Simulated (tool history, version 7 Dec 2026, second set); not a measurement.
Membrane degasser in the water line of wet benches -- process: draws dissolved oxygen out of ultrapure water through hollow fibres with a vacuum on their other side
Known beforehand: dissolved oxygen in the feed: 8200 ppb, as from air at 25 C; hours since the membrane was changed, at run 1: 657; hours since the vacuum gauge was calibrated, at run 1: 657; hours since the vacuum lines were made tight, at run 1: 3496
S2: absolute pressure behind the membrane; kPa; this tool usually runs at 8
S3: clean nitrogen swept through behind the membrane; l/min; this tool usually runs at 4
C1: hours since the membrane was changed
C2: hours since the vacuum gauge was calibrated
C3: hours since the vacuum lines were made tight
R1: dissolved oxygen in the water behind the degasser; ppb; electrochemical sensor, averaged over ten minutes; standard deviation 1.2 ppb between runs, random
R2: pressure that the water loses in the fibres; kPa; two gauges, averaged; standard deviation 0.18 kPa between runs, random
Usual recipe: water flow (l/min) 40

run 1 hour=0 | water_flow_(l/min)=40 S2=8 S3=4 | C1=657 C2=657 C3=3496 | R1=116.2 R2=33.66
run 2 hour=254.2 | water_flow_(l/min)=40 S2=8 S3=4 | C1=912 C2=912 C3=3750 | R1=114.5 R2=33.81
run 3 hour=511.6 | water_flow_(l/min)=40 S2=8 S3=4 | C1=1169 C2=1169 C3=4008 | R1=116.2 R2=33.89
run 4 hour=758.4 | water_flow_(l/min)=40 S2=8 S3=4 | C1=1416 C2=1416 C3=4254 | R1=116.3 R2=33.84
run 5 hour=920.8 | water_flow_(l/min)=51 S2=8 S3=4 | C1=1578 C2=1578 C3=4417 | R1=149.1 R2=43.17
run 6 hour=1077.4 | water_flow_(l/min)=51 S2=8 S3=4 | C1=1735 C2=1735 C3=4573 | R1=147.5 R2=43.19
run 7 hour=1327.7 | water_flow_(l/min)=51 S2=8 S3=4 | C1=1985 C2=1985 C3=4824 | R1=147.5 R2=43.11
run 8 hour=1565.9 | water_flow_(l/min)=51 S2=8 S3=4 | C1=2223 C2=2223 C3=5062 | R1=146.6 R2=43
run 9 hour=1674.5 | water_flow_(l/min)=51 S2=8 S3=4 | C1=2332 C2=2332 C3=5171 | R1=146.1 R2=42.91
run 10 hour=1864.9 | water_flow_(l/min)=51 S2=10.43 S3=4 | C1=2522 C2=2522 C3=5361 | R1=215.5 R2=42.96
run 11 hour=1974.9 | water_flow_(l/min)=40 S2=18.08 S3=4 | C1=2632 C2=2632 C3=5471 | R1=343.9 R2=33.68
run 12 hour=2091.9 | water_flow_(l/min)=40 S2=8 S3=4 | C1=2749 C2=2749 C3=5588 | R1=116.2 R2=33.87
run 13 hour=2204.2 | water_flow_(l/min)=45 S2=8.93 S3=2.13 | C1=2861 C2=2861 C3=5700 | R1=268.8 R2=37.71
run 14 hour=2464.3 | water_flow_(l/min)=40 S2=13.52 S3=6.17 | C1=3122 C2=3122 C3=5960 | R1=164.2 R2=33.83
run 15 hour=2605.1 | water_flow_(l/min)=52 S2=7.68 S3=4 | C1=3262 C2=3262 C3=6101 | R1=141 R2=43.9
run 16 hour=2740.4 | water_flow_(l/min)=40 S2=9.9 S3=4 | C1=3398 C2=3398 C3=6236 | R1=159.9 R2=33.68
run 17 hour=2975.9 | water_flow_(l/min)=40 S2=18.01 S3=5.23 | C1=3633 C2=3633 C3=6472 | R1=267.2 R2=33.91

Forecast each of these 3 alternatives for the next run:
run A hour=3232.9 | water_flow_(l/min)=54 S2=18.01 S3=1.95 | C1=3890 C2=3890 C3=6729 | R1=? R2=?
run B hour=3232.9 | water_flow_(l/min)=39 S2=5.64 S3=1.85 | C1=3890 C2=3890 C3=6729 | R1=? R2=?
run C hour=3232.9 | water_flow_(l/min)=59 S2=8 S3=4.6 | C1=3890 C2=3890 C3=6729 | R1=? R2=?

run=A R1=820.1 R2=45.57
run=B R1=116.9 R2=32.8
run=C R1=150.7 R2=49.66
Stripped of hidden state, with their random variation kept, the same runs would have yielded:
run=A R1=820 R2=45.54
run=B R1=116.8 R2=32.78
run=C R1=150.7 R2=49.64
